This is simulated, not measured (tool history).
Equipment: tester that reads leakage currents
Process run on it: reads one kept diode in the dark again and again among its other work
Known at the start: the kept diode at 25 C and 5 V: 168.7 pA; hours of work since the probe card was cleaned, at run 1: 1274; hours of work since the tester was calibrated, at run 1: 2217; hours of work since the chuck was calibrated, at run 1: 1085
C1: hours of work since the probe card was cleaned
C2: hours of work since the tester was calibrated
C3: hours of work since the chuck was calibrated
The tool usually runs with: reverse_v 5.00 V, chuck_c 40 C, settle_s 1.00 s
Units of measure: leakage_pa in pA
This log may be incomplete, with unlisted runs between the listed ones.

Run 1, day 0.000: usual settings; C1 1274; C2 2217; C3 1085. Result: leakage_pa 582.97 pA.
Run 2, day 7.762: usual settings; C1 1419; C2 2363; C3 1230. Result: leakage_pa 593.00 pA.
Run 3, day 12.321: usual settings; C1 1505; C2 2448; C3 1316. Result: leakage_pa 596.50 pA.
At day 13.867: chuck's temperature calibrated.
Run 4, day 21.167: usual settings; C1 1669; C2 2612; C3 137. Result: leakage_pa 523.52 pA.
Run 5, day 26.612: usual settings; C1 1771; C2 2714; C3 239. Result: leakage_pa 527.25 pA.
Run 6, day 35.746: usual settings but reverse_v 3.92 V; C1 1942; C2 2886; C3 410. Result: leakage_pa 480.51 pA.
At day 41.167: tester calibrated.
Run 7, day 43.517: usual settings but reverse_v 4.59 V; C1 2087; C2 44; C3 554. Result: leakage_pa 515.50 pA.
Run 8, day 52.825: usual settings; C1 2261; C2 219; C3 729. Result: leakage_pa 545.24 pA.
Run 9, day 59.496: usual settings; C1 2386; C2 344; C3 854. Result: leakage_pa 553.48 pA.
Run 10, day 64.471: usual settings; C1 2479; C2 437; C3 947. Result: leakage_pa 557.05 pA.
Run 11, day 73.225: usual settings; C1 2644; C2 601; C3 1111. Result: leakage_pa 563.84 pA.
Run 12, day 77.596: usual settings; C1 2726; C2 683; C3 1193. Result: leakage_pa 574.44 pA.
At day 85.704: chuck's temperature calibrated.
Run 13, day 86.358: usual settings; C1 2888; C2 846; C3 12. Result: leakage_pa 498.70 pA.
Run 14, day 92.012: usual settings but chuck_c 31 C; C1 2994; C2 952; C3 118. Result: leakage_pa 261.82 pA.
At day 97.000: tester calibrated, once more.
Run 15, day 100.454: usual settings but chuck_c 31 C; C1 3151; C2 65; C3 275. Result: leakage_pa 282.32 pA.
Run 16, day 108.917: usual settings but chuck_c 31 C; C1 3310; C2 223; C3 434. Result: leakage_pa 287.38 pA.
Run 17, day 113.483: usual settings but reverse_v 3.68 V; C1 3395; C2 309; C3 519. Result: leakage_pa 490.18 pA.
Run 18, day 120.717: usual settings but reverse_v 11.81 V; C1 3531; C2 445; C3 655. Result: leakage_pa 842.72 pA.
Run 19, day 127.783: usual settings but reverse_v 11.81 V; C1 3663; C2 577; C3 787. Result: leakage_pa 853.69 pA.
Run 20, day 135.271: usual settings but reverse_v 11.81 V; C1 3804; C2 717; C3 928. Result: leakage_pa 864.15 pA.
Run 21, day 139.479: usual settings but reverse_v 12.73 V, chuck_c 47 C, settle_s 2.75 s; C1 3883; C2 796; C3 1007. Result: leakage_pa 1456.85 pA.
At day 144.704: probe card cleaned and baked.
Run 22, day 145.342: usual settings but reverse_v 14.51 V, settle_s 2.69 s; C1 12; C2 904; C3 1114. Result: leakage_pa 954.38 pA.
Run 23, day 153.746: usual settings but reverse_v 14.51 V, settle_s 2.69 s; C1 169; C2 1062; C3 1272. Result: leakage_pa 969.13 pA.
At day 157.579: chuck's temperature calibrated.
Run 24, day 157.654: usual settings but reverse_v 14.51 V, settle_s 2.69 s; C1 241; C2 1133; C3 1. Result: leakage_pa 839.46 pA.
Run 25, day 165.962: usual settings but reverse_v 3.31 V, settle_s 0.39 s; C1 397; C2 1289; C3 157. Result: leakage_pa 439.58 pA.
Run 26, day 172.033: usual settings but reverse_v 18.54 V, chuck_c 22 C, settle_s 3.64 s; C1 511; C2 1403; C3 271. Result: leakage_pa 247.68 pA.
Run 27, day 179.158: usual settings but reverse_v 2.94 V, chuck_c 59 C, settle_s 0.84 s; C1 644; C2 1536; C3 405. Result: leakage_pa 1528.01 pA.
Run 28, day 183.838: usual settings but reverse_v 2.94 V, chuck_c 59 C, settle_s 0.84 s; C1 732; C2 1624; C3 492. Result: leakage_pa 1544.41 pA.
Run 29, day 189.433: usual settings but reverse_v 2.75 V, chuck_c 35 C, settle_s 3.90 s; C1 837; C2 1729; C3 597. Result: leakage_pa 293.33 pA.
Run 30, day 195.408: usual settings but reverse_v 2.75 V, chuck_c 35 C, settle_s 3.90 s; C1 949; C2 1841; C3 709. Result: leakage_pa 296.84 pA.
Run 31, day 202.046: usual settings but reverse_v 2.75 V, chuck_c 27 C, settle_s 0.91 s; C1 1074; C2 1966; C3 834. Result: leakage_pa 165.28 pA.
Run 32, day 211.162: usual settings but chuck_c 34 C, settle_s 5.47 s; C1 1244; C2 2137; C3 1005. Result: leakage_pa 372.83 pA.
Run 33, day 219.567: usual settings but chuck_c 34 C, settle_s 5.47 s; C1 1402; C2 2294; C3 1162. Result: leakage_pa 380.70 pA.
Run 34, day 226.075: usual settings but settle_s 9.46 s; C1 1524; C2 2416; C3 1284. Result: leakage_pa 592.08 pA.
At day 229.292: chuck's temperature calibrated.
Run 35, day 230.071: usual settings but reverse_v 2.64 V, settle_s 9.46 s; C1 1597; C2 2490; C3 15. Result: leakage_pa 382.55 pA.
Run 36, day 236.933: usual settings but reverse_v 2.64 V, settle_s 9.46 s; C1 1726; C2 2618; C3 143. Result: leakage_pa 387.66 pA.
Run 37, day 242.604: usual settings but reverse_v 2.64 V, settle_s 9.46 s; C1 1832; C2 2724; C3 250. Result: leakage_pa 389.81 pA.
Run 38, day 250.958: usual settings but reverse_v 1.25 V, chuck_c 34 C; C1 1989; C2 2881; C3 406. Result: leakage_pa 184.10 pA.
At day 257.058: tester calibrated.
Run 39, day 259.017: usual settings but reverse_v 13.43 V, chuck_c 29 C, settle_s 7.04 s; C1 2139; C2 37; C3 556. Result: leakage_pa 390.35 pA.

Describe how what the log doesn't record of the tool's condition differs between the last listed run preceding each entry between runs and the first listed run following it.
After run 3, before run 4: chuck's temperature calibrated (day 13.867)
  stray current of the dirty probe card, pA a volt: 0.356 -> 0.39; current scale over the true one, %: -2.31 -> -2.46; true chuck temperature over the reading, C: 2.13 -> 0.22
  measured value less the no-hidden-state value, leakage_pa: +73.06 -> -2.80 pA
After run 6, before run 7: tester calibrated (day 41.167)
  stray current of the dirty probe card, pA a volt: 0.446 -> 0.477; current scale over the true one, %: -2.72 -> -4.68; true chuck temperature over the reading, C: 0.68 -> 0.92
  measured value less the no-hidden-state value, leakage_pa: +11.50 -> +11.20 pA
After run 12, before run 13: chuck's temperature calibrated (day 85.704)
  stray current of the dirty probe card, pA a volt: 0.605 -> 0.637; current scale over the true one, %: -5.27 -> -5.41; true chuck temperature over the reading, C: 1.96 -> 0.05
  measured value less the no-hidden-state value, leakage_pa: +49.59 -> -23.65 pA
After run 14, before run 15: tester calibrated, once more (day 97.000)
  stray current of the dirty probe card, pA a volt: 0.655 -> 0.686; current scale over the true one, %: -5.5 -> -0.21; true chuck temperature over the reading, C: 0.22 -> 0.47
  measured value less the no-hidden-state value, leakage_pa: -7.53 -> +12.56 pA
After run 21, before run 22: probe card cleaned and baked (day 144.704)
  stray current of the dirty probe card, pA a volt: 0.836 -> 0.028; current scale over the true one, %: -0.9 -> -1; true chuck temperature over the reading, C: 1.67 -> 1.85
  measured value less the no-hidden-state value, leakage_pa: +154.43 -> +109.69 pA
After run 23, before run 24: chuck's temperature calibrated (day 157.579)
  stray current of the dirty probe card, pA a volt: 0.058 -> 0.073; current scale over the true one, %: -1.16 -> -1.23; true chuck temperature over the reading, C: 2.11 -> 0.05
  measured value less the no-hidden-state value, leakage_pa: +125.70 -> -6.49 pA
After run 34, before run 35: chuck's temperature calibrated (day 229.292)
  stray current of the dirty probe card, pA a volt: 0.327 -> 0.34; current scale over the true one, %: -2.45 -> -2.52; true chuck temperature over the reading, C: 2.12 -> -0.05
  measured value less the no-hidden-state value, leakage_pa: +71.39 -> -10.38 pA
After run 38, before run 39: tester calibrated (day 257.058)
  stray current of the dirty probe card, pA a volt: 0.417 -> 0.447; current scale over the true one, %: -2.9 -> -0.15; true chuck temperature over the reading, C: 0.56 -> 0.81
  measured value less the no-hidden-state value, leakage_pa: +2.76 -> +28.28 pA
